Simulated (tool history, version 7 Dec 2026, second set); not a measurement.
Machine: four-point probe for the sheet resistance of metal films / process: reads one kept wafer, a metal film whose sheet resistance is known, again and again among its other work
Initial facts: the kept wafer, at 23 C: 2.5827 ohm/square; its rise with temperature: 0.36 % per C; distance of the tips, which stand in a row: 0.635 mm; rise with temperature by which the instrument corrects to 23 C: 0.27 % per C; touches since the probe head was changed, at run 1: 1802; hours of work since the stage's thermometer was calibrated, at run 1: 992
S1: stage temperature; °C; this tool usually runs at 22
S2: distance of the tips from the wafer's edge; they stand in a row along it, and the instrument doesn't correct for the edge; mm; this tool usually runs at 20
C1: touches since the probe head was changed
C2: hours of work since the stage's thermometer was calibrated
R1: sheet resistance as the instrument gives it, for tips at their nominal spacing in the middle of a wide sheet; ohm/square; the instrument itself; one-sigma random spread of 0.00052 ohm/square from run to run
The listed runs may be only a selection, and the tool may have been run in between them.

{"run": 1, "hour": 0.0, "S1": 22, "S2": 20, "C1": 1802, "C2": 992, "R1": 2.585074}
{"run": 2, "hour": 10.7, "S1": 22, "S2": 20, "C1": 1933, "C2": 998, "R1": 2.585376}
{"run": 3, "hour": 24.5, "S1": 21, "S2": 20, "C1": 2100, "C2": 1005, "R1": 2.583614}
{"run": 4, "hour": 32.7, "S1": 21, "S2": 20, "C1": 2199, "C2": 1010, "R1": 2.582187}
{"run": 5, "hour": 47.9, "S1": 22, "S2": 20, "C1": 2384, "C2": 1019, "R1": 2.584559}
{"run": 6, "hour": 60.3, "S1": 22, "S2": 20, "C1": 2534, "C2": 1026, "R1": 2.584299}
{"run": 7, "hour": 71.2, "S1": 22, "S2": 20, "C1": 2667, "C2": 1032, "R1": 2.584306}
{"run": 8, "hour": 86.4, "S1": 22, "S2": 73, "C1": 2851, "C2": 1040, "R1": 2.58368}
{"run": 9, "hour": 98.1, "S1": 22, "S2": 73, "C1": 2993, "C2": 1047, "R1": 2.5839}
{"run": 10, "hour": 109.5, "S1": 22, "S2": 20, "C1": 3132, "C2": 1053, "R1": 2.584707}
{"run": 11, "hour": 116.2, "S1": 22, "S2": 20, "C1": 3214, "C2": 1057, "R1": 2.584841}
{"run": 12, "hour": 131.8, "S1": 22, "S2": 20, "C1": 3403, "C2": 1066, "R1": 2.584611}
{"run": 13, "hour": 142.9, "S1": 30, "S2": 44, "C1": 3538, "C2": 1072, "R1": 2.599707}
{"run": 14, "hour": 156.8, "S1": 30, "S2": 44, "C1": 3706, "C2": 1080, "R1": 2.601976}
{"run": 15, "hour": 167.4, "S1": 30, "S2": 36, "C1": 3835, "C2": 1086, "R1": 2.600813}
{"run": 16, "hour": 175.8, "S1": 22, "S2": 54, "C1": 3937, "C2": 1091, "R1": 2.58338}
{"run": 17, "hour": 190.2, "S1": 22, "S2": 54, "C1": 4111, "C2": 1099, "R1": 2.584164}
{"run": 18, "hour": 201.7, "S1": 22, "S2": 54, "C1": 4252, "C2": 1105, "R1": 2.582668}
{"run": 19, "hour": 213.3, "S1": 27, "S2": 40, "C1": 4392, "C2": 1112, "R1": 2.594974}
{"run": 20, "hour": 220.0, "S1": 27, "S2": 40, "C1": 4473, "C2": 1115, "R1": 2.594427}
{"run": 21, "hour": 236.0, "S1": 27, "S2": 40, "C1": 4668, "C2": 1124, "R1": 2.594732}

Consider 3 possible next runs. They are alternatives, not a sequence: every one starts from the tool as it was left by run 21. What does each give?
{"run": "A", "hour": 243.8, "S1": 22, "S2": 11, "C1": 4763, "C2": 1129, "R1": "?"}
{"run": "B", "hour": 243.8, "S1": 22, "S2": 20, "C1": 4763, "C2": 1129, "R1": "?"}
{"run": "C", "hour": 243.8, "S1": 35, "S2": 20, "C1": 4763, "C2": 1129, "R1": "?"}

run=A R1=2.58781
run=B R1=2.585409
run=C R1=2.612502
What these runs would have given with no unlogged condition in the tool:
run=A R1=2.585225
run=B R1=2.582827
run=C R1=2.609935
